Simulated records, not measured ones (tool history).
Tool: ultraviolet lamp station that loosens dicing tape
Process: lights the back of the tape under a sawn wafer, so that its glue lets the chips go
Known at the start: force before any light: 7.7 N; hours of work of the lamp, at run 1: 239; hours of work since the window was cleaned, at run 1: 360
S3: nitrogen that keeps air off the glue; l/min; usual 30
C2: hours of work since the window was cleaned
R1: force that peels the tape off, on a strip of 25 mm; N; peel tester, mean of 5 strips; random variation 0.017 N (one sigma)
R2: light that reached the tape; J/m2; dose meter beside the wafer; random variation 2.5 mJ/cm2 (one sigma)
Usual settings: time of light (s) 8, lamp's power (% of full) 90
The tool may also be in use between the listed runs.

{"run": 1, "day": 0.0, "time of light (s)": 8, "lamp's power (% of full)": 90, "S3": 30, "hours of work of the lamp": 239, "C2": 360, "R1": 1.341, "R2": 2360}
{"run": 2, "day": 0.679, "time of light (s)": 8, "lamp's power (% of full)": 90, "S3": 30, "hours of work of the lamp": 247, "C2": 368, "R1": 1.34, "R2": 2310}
{"run": 3, "day": 1.2, "time of light (s)": 8, "lamp's power (% of full)": 80, "S3": 30, "hours of work of the lamp": 253, "C2": 374, "R1": 1.595, "R2": 2030}
{"run": 4, "day": 1.933, "time of light (s)": 8, "lamp's power (% of full)": 85, "S3": 30, "hours of work of the lamp": 261, "C2": 382, "R1": 1.44, "R2": 2110}
{"run": 5, "day": 2.412, "time of light (s)": 8, "lamp's power (% of full)": 85, "S3": 30, "hours of work of the lamp": 266, "C2": 387, "R1": 1.515, "R2": 2080}
{"run": 6, "day": 3.15, "time of light (s)": 8, "lamp's power (% of full)": 85, "S3": 30, "hours of work of the lamp": 275, "C2": 396, "R1": 1.514, "R2": 2080}
{"run": 7, "day": 3.704, "time of light (s)": 8, "lamp's power (% of full)": 85, "S3": 30, "hours of work of the lamp": 281, "C2": 402, "R1": 1.576, "R2": 2060}
{"run": 8, "day": 4.296, "time of light (s)": 8, "lamp's power (% of full)": 85, "S3": 30, "hours of work of the lamp": 288, "C2": 409, "R1": 1.534, "R2": 2050}
{"run": 9, "day": 4.796, "time of light (s)": 8, "lamp's power (% of full)": 85, "S3": 30, "hours of work of the lamp": 293, "C2": 414, "R1": 1.537, "R2": 2040}
{"run": 10, "day": 5.471, "time of light (s)": 6, "lamp's power (% of full)": 90, "S3": 55, "hours of work of the lamp": 301, "C2": 422, "R1": 1.683, "R2": 1630}
{"run": 11, "day": 6.05, "time of light (s)": 5, "lamp's power (% of full)": 81, "S3": 9, "hours of work of the lamp": 308, "C2": 429, "R1": 4.058, "R2": 1180}
{"run": 12, "day": 6.479, "time of light (s)": 9, "lamp's power (% of full)": 98, "S3": 14, "hours of work of the lamp": 313, "C2": 434, "R1": 1.618, "R2": 2580}
{"run": 13, "day": 6.825, "time of light (s)": 16, "lamp's power (% of full)": 93, "S3": 16, "hours of work of the lamp": 316, "C2": 437, "R1": 0.611, "R2": 4350}
{"run": 14, "day": 7.138, "time of light (s)": 10, "lamp's power (% of full)": 90, "S3": 16, "hours of work of the lamp": 320, "C2": 441, "R1": 1.521, "R2": 2630}
{"run": 15, "day": 7.742, "time of light (s)": 8, "lamp's power (% of full)": 90, "S3": 31, "hours of work of the lamp": 327, "C2": 448, "R1": 1.475, "R2": 2050}
{"run": 16, "day": 8.254, "time of light (s)": 8, "lamp's power (% of full)": 71, "S3": 10, "hours of work of the lamp": 333, "C2": 454, "R1": 3.099, "R2": 1630}
{"run": 17, "day": 8.808, "time of light (s)": 10, "lamp's power (% of full)": 69, "S3": 30, "hours of work of the lamp": 339, "C2": 460, "R1": 1.686, "R2": 2000}

4 ways to go on from here, each from the tool as it stands after run 17. What would each give?
{"run": "A", "day": 9.483, "time of light (s)": 6, "lamp's power (% of full)": 69, "S3": 17, "hours of work of the lamp": 347, "C2": 468, "R1": "?", "R2": "?"}
{"run": "B", "day": 9.483, "time of light (s)": 10, "lamp's power (% of full)": 90, "S3": 14, "hours of work of the lamp": 347, "C2": 468, "R1": "?", "R2": "?"}
{"run": "C", "day": 9.483, "time of light (s)": 10, "lamp's power (% of full)": 70, "S3": 15, "hours of work of the lamp": 347, "C2": 468, "R1": "?", "R2": "?"}
{"run": "D", "day": 9.483, "time of light (s)": 4, "lamp's power (% of full)": 90, "S3": 30, "hours of work of the lamp": 347, "C2": 468, "R1": "?", "R2": "?"}

run=A R1=3.553 R2=1180
run=B R1=1.668 R2=2530
run=C R1=2.247 R2=1970
run=D R1=3.393 R2=1070
Without the tool's hidden state the same runs would have given:
run=A R1=2.435 R2=1770
run=B R1=0.861 R2=3830
run=C R1=1.278 R2=2970
run=D R1=2.277 R2=1590
